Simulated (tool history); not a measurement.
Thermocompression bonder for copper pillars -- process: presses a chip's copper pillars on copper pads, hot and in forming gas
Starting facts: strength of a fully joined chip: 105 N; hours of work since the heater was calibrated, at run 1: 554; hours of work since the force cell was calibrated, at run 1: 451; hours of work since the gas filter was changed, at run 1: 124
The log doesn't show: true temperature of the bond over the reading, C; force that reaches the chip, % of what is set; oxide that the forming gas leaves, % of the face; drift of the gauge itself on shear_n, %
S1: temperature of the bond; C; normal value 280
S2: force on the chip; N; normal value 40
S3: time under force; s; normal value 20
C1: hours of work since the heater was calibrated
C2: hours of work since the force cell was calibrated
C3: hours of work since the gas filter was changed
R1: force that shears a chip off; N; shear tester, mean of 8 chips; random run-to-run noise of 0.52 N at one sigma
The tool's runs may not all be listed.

run 1 hour=0.0 | S1=280 S2=40 S3=20 | C1=554 C2=451 C3=124 | R1=46.7
run 2 hour=45.6 | S1=280 S2=47 S3=20 | C1=584 C2=480 C3=154 | R1=52.8
run 3 hour=94.6 | S1=280 S2=40 S3=20 | C1=615 C2=512 C3=186 | R1=46.5
run 4 hour=159.0 | S1=280 S2=40 S3=20 | C1=657 C2=554 C3=227 | R1=46.0
-- hour=225.1 forming gas filter changed
run 5 hour=248.9 | S1=254 S2=40 S3=20 | C1=715 C2=611 C3=15 | R1=35.2
run 6 hour=326.4 | S1=280 S2=40 S3=30 | C1=765 C2=662 C3=66 | R1=54.1
run 7 hour=389.5 | S1=280 S2=40 S3=11 | C1=806 C2=703 C3=106 | R1=36.4
run 8 hour=446.3 | S1=280 S2=45 S3=20 | C1=843 C2=739 C3=143 | R1=50.6
run 9 hour=536.9 | S1=280 S2=32 S3=20 | C1=901 C2=798 C3=202 | R1=37.3
run 10 hour=624.0 | S1=280 S2=32 S3=20 | C1=958 C2=854 C3=258 | R1=37.9
-- hour=636.7 forming gas filter changed
run 11 hour=671.8 | S1=280 S2=32 S3=20 | C1=988 C2=885 C3=23 | R1=38.8
run 12 hour=720.5 | S1=280 S2=35 S3=20 | C1=1020 C2=917 C3=54 | R1=41.6
-- hour=727.2 heater calibrated with a thermocouple chip
run 13 hour=800.3 | S1=280 S2=35 S3=20 | C1=47 C2=967 C3=105 | R1=39.6
run 14 hour=871.2 | S1=280 S2=35 S3=20 | C1=93 C2=1013 C3=151 | R1=38.7
-- hour=889.8 heater calibrated with a thermocouple chip, once more
run 15 hour=949.3 | S1=280 S2=35 S3=20 | C1=39 C2=1062 C3=200 | R1=47.1
run 16 hour=992.0 | S1=280 S2=35 S3=20 | C1=66 C2=1090 C3=228 | R1=46.6
-- hour=1055.6 forming gas filter changed
run 17 hour=1062.8 | S1=280 S2=35 S3=20 | C1=112 C2=1135 C3=5 | R1=48.2
run 18 hour=1104.4 | S1=280 S2=35 S3=20 | C1=139 C2=1162 C3=32 | R1=48.3
-- hour=1142.1 force cell calibrated
run 19 hour=1187.0 | S1=280 S2=40 S3=20 | C1=191 C2=29 C3=84 | R1=48.3
run 20 hour=1243.7 | S1=272 S2=33 S3=14 | C1=228 C2=66 C3=121 | R1=32.7
run 21 hour=1296.7 | S1=265 S2=58 S3=24 | C1=262 C2=100 C3=155 | R1=59.0
run 22 hour=1366.8 | S1=293 S2=48 S3=51 | C1=308 C2=146 C3=201 | R1=77.4
run 23 hour=1449.5 | S1=280 S2=53 S3=20 | C1=361 C2=199 C3=254 | R1=59.3
-- hour=1467.3 forming gas filter changed
run 24 hour=1529.9 | S1=297 S2=33 S3=21 | C1=413 C2=251 C3=40 | R1=49.8
run 25 hour=1616.0 | S1=309 S2=27 S3=34 | C1=469 C2=307 C3=96 | R1=55.9
run 26 hour=1687.0 | S1=309 S2=27 S3=34 | C1=515 C2=353 C3=142 | R1=55.5
run 27 hour=1761.4 | S1=259 S2=27 S3=34 | C1=563 C2=401 C3=190 | R1=31.1
run 28 hour=1801.4 | S1=308 S2=50 S3=20 | C1=589 C2=427 C3=216 | R1=69.8
run 29 hour=1862.6 | S1=308 S2=50 S3=20 | C1=628 C2=466 C3=256 | R1=69.4
-- hour=1882.9 forming gas filter changed
run 30 hour=1916.4 | S1=297 S2=28 S3=20 | C1=663 C2=501 C3=22 | R1=42.1
run 31 hour=1961.8 | S1=253 S2=58 S3=42 | C1=692 C2=530 C3=51 | R1=60.3
run 32 hour=2016.1 | S1=306 S2=37 S3=42 | C1=728 C2=565 C3=86 | R1=70.8
run 33 hour=2102.8 | S1=306 S2=37 S3=42 | C1=784 C2=622 C3=142 | R1=69.5
run 34 hour=2183.0 | S1=306 S2=37 S3=42 | C1=836 C2=674 C3=194 | R1=69.3
run 35 hour=2270.3 | S1=280 S2=31 S3=35 | C1=892 C2=730 C3=251 | R1=45.0
-- hour=2294.5 forming gas filter changed
run 36 hour=2359.7 | S1=299 S2=28 S3=13 | C1=950 C2=788 C3=42 | R1=35.9
run 37 hour=2411.2 | S1=299 S2=28 S3=16 | C1=983 C2=821 C3=76 | R1=37.9
run 38 hour=2471.5 | S1=287 S2=30 S3=11 | C1=1022 C2=860 C3=115 | R1=31.3

How would selected steps in R1 from run to run divide? Give the signed amount a tool lacking its hidden state would still show from settings, what came in and random variation, and the signed amount left for the hidden state, including any gauge scatter that is not in both of the compared results.
Run 14 -> 15: heater calibrated with a thermocouple chip, once more. R1 +8.4 N: hidden state +7.7, all else +0.7.
Run 18 -> 19: S2 35 -> 40, force cell calibrated. R1 +0.0 N: hidden state -4.2, all else +4.2.
Run 20 -> 21: S1 272 -> 265, S2 33 -> 58, S3 14 -> 24. R1 +26.3 N: hidden state -1.3, all else +27.6.
Run 27 -> 28: S1 259 -> 308, S2 27 -> 50, S3 34 -> 20. R1 +38.7 N: hidden state -1.8, all else +40.5.
Run 29 -> 30: S1 308 -> 297, S2 50 -> 28, forming gas filter changed. R1 -27.3 N: hidden state +3.1, all else -30.4.

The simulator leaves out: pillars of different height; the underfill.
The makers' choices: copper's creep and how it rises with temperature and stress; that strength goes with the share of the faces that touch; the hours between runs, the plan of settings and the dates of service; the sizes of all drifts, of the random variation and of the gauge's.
